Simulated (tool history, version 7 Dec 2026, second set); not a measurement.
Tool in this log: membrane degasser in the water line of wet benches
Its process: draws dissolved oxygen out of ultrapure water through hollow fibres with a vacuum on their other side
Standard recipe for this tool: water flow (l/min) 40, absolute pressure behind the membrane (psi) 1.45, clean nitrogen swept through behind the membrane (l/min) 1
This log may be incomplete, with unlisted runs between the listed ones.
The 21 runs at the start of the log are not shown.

run    hour  water flow (l/min)  absolute pressure behind the membrane (psi)  clean nitrogen swept through behind the membrane (l/min)  dissolved oxygen in the water behind the degasser (ppb)  pressure that the water loses in the fibres (psi)
 22  4842.8                  40                                         1.45                                                      0.71                                                    803.9                                              8.205
 23  5005.8                  40                                         1.45                                                      0.71                                                    800.4                                              8.208
 24  5317.5                  40                                         1.45                                                      0.71                                                    798.9                                              8.238
 25  5500.8                  43                                         1.02                                                      0.61                                                    600.8                                               8.83
 26  5714.6                  54                                         2.51                                                      1.53                                                   1109.5                                             11.182
 27  5881.5                  54                                         2.51                                                      1.53                                                   1120.2                                             11.106
 28  6088.2                  54                                         2.51                                                      1.53                                                   1111.2                                             11.075
 29  6402.1                  40                                         2.45                                                      2.57                                                    606.3                                              8.256
 30  6717.6                  40                                         2.45                                                      2.57                                                    610.4                                               8.27
 31    6866                  40                                         1.46                                                      0.75                                                    787.3                                              8.242
 32  7086.4                  32                                         1.84                                                      0.87                                                    770.2                                              6.667

Here are 3 independent what-if runs from the current tool condition. What would each one return?
     7230.7  -- vacuum gauge calibrated
  A  7351.6                  56                                         1.36                                                         1                                                        ?                                                  ?
     7230.7  -- vacuum gauge calibrated
  B  7351.6                  28                                         1.84                                                      0.77                                                        ?                                                  ?
     7230.7  -- vacuum gauge calibrated
  C  7351.6                  32                                         3.31                                                      1.17                                                        ?                                                  ?

run  dissolved oxygen in the water behind the degasser (ppb)  pressure that the water loses in the fibres (psi)
  A                                                    818.4                                             11.544
  B                                                    737.5                                              5.807
  C                                                   1123.4                                              6.582
With the hidden condition removed and each run's random variation left untouched, the same runs would have given:
run  dissolved oxygen in the water behind the degasser (ppb)  pressure that the water loses in the fibres (psi)
  A                                                    787.5                                             10.994
  B                                                    720.7                                              5.532
  C                                                   1100.4                                              6.269
